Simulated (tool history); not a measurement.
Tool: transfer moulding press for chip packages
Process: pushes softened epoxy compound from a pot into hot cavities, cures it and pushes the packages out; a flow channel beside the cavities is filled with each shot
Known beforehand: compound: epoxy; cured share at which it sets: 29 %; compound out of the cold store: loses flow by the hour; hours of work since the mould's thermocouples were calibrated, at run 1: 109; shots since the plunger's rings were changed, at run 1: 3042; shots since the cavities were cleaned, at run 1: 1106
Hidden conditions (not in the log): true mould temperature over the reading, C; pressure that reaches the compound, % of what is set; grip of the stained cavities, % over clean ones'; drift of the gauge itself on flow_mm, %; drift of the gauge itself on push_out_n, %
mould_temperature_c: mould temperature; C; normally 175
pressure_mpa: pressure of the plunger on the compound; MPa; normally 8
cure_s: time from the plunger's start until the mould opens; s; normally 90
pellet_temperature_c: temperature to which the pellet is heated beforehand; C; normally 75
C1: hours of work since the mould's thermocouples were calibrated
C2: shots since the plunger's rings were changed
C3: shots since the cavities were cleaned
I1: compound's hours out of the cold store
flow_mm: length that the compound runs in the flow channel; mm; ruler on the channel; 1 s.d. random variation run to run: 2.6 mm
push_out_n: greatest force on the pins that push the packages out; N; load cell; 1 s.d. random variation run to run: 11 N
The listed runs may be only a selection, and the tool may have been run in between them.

{"run": 1, "hour": 0.0, "mould_temperature_c": 175, "pressure_mpa": 8, "cure_s": 90, "pellet_temperature_c": 75, "C1": 109, "C2": 3042, "C3": 1106, "I1": 21.6, "flow_mm": 925, "push_out_n": 514}
{"hour": 6.0, "done": "cavities cleaned with cleaning compound and waxed"}
{"run": 2, "hour": 51.4, "mould_temperature_c": 175, "pressure_mpa": 8, "cure_s": 90, "pellet_temperature_c": 75, "C1": 148, "C2": 3827, "C3": 715, "I1": 45.4, "flow_mm": 858, "push_out_n": 478}
{"hour": 78.1, "done": "plunger's sealing rings changed"}
{"hour": 82.0, "done": "cavities cleaned with cleaning compound and waxed"}
{"run": 3, "hour": 84.8, "mould_temperature_c": 175, "pressure_mpa": 8, "cure_s": 90, "pellet_temperature_c": 75, "C1": 171, "C2": 83, "C3": 44, "I1": 27.1, "flow_mm": 914, "push_out_n": 518}
{"run": 4, "hour": 126.0, "mould_temperature_c": 175, "pressure_mpa": 8, "cure_s": 90, "pellet_temperature_c": 74, "C1": 203, "C2": 732, "C3": 693, "I1": 24.8, "flow_mm": 922, "push_out_n": 510}
{"hour": 158.0, "done": "cavities cleaned with cleaning compound and waxed"}
{"run": 5, "hour": 174.4, "mould_temperature_c": 175, "pressure_mpa": 8, "cure_s": 90, "pellet_temperature_c": 66, "C1": 239, "C2": 1470, "C3": 259, "I1": 15, "flow_mm": 950, "push_out_n": 532}
{"run": 6, "hour": 224.0, "mould_temperature_c": 175, "pressure_mpa": 8, "cure_s": 90, "pellet_temperature_c": 66, "C1": 278, "C2": 2251, "C3": 1040, "I1": 19.3, "flow_mm": 937, "push_out_n": 540}
{"hour": 232.4, "done": "cavities cleaned with cleaning compound and waxed"}
{"run": 7, "hour": 272.6, "mould_temperature_c": 175, "pressure_mpa": 8, "cure_s": 90, "pellet_temperature_c": 66, "C1": 315, "C2": 2992, "C3": 633, "I1": 38.7, "flow_mm": 887, "push_out_n": 540}
{"hour": 307.0, "done": "cavities cleaned with cleaning compound and waxed"}
{"run": 8, "hour": 309.9, "mould_temperature_c": 175, "pressure_mpa": 8, "cure_s": 90, "pellet_temperature_c": 66, "C1": 342, "C2": 3556, "C3": 47, "I1": 22.3, "flow_mm": 924, "push_out_n": 524}
{"run": 9, "hour": 335.1, "mould_temperature_c": 172, "pressure_mpa": 8.01, "cure_s": 90, "pellet_temperature_c": 75, "C1": 362, "C2": 3952, "C3": 443, "I1": 14.7, "flow_mm": 956, "push_out_n": 637}
{"hour": 352.2, "done": "plunger's sealing rings changed"}
{"hour": 381.9, "done": "cavities cleaned with cleaning compound and waxed"}
{"run": 10, "hour": 391.4, "mould_temperature_c": 172, "pressure_mpa": 8.01, "cure_s": 90, "pellet_temperature_c": 75, "C1": 403, "C2": 594, "C3": 150, "I1": 25.7, "flow_mm": 928, "push_out_n": 594}
{"run": 11, "hour": 426.9, "mould_temperature_c": 172, "pressure_mpa": 8.01, "cure_s": 90, "pellet_temperature_c": 75, "C1": 430, "C2": 1153, "C3": 709, "I1": 22.8, "flow_mm": 935, "push_out_n": 605}
{"hour": 455.6, "done": "cavities cleaned with cleaning compound and waxed"}
{"run": 12, "hour": 463.7, "mould_temperature_c": 172, "pressure_mpa": 8.01, "cure_s": 90, "pellet_temperature_c": 75, "C1": 458, "C2": 1708, "C3": 127, "I1": 37.9, "flow_mm": 889, "push_out_n": 595}
{"run": 13, "hour": 488.6, "mould_temperature_c": 175, "pressure_mpa": 8, "cure_s": 90, "pellet_temperature_c": 70, "C1": 477, "C2": 2100, "C3": 519, "I1": 21.3, "flow_mm": 931, "push_out_n": 548}
{"run": 14, "hour": 517.9, "mould_temperature_c": 175, "pressure_mpa": 6.09, "cure_s": 85, "pellet_temperature_c": 76, "C1": 500, "C2": 2562, "C3": 981, "I1": 21.3, "flow_mm": 811, "push_out_n": 565}
{"hour": 531.5, "done": "cavities cleaned with cleaning compound and waxed"}
{"run": 15, "hour": 570.0, "mould_temperature_c": 175, "pressure_mpa": 8, "cure_s": 92, "pellet_temperature_c": 75, "C1": 539, "C2": 3357, "C3": 605, "I1": 35.7, "flow_mm": 884, "push_out_n": 502}

Table of differences, measured result less the result of that run with no hidden state. Run-to-run variation is the same in both. Gauge scatter possibly is not:
run=1 push_out_n=+10
run=2 push_out_n=+9
run=3 push_out_n=+2
run=4 push_out_n=+9
run=5 push_out_n=+6
run=6 push_out_n=+10
run=7 push_out_n=+9
run=8 push_out_n=+1
run=9 push_out_n=+8
run=10 push_out_n=+4
run=11 push_out_n=+10
run=12 push_out_n=+3
run=13 push_out_n=+9
run=14 push_out_n=+11
run=15 push_out_n=+8
flow_mm without the hidden state stays within 2 mm of what was measured, in all runs.

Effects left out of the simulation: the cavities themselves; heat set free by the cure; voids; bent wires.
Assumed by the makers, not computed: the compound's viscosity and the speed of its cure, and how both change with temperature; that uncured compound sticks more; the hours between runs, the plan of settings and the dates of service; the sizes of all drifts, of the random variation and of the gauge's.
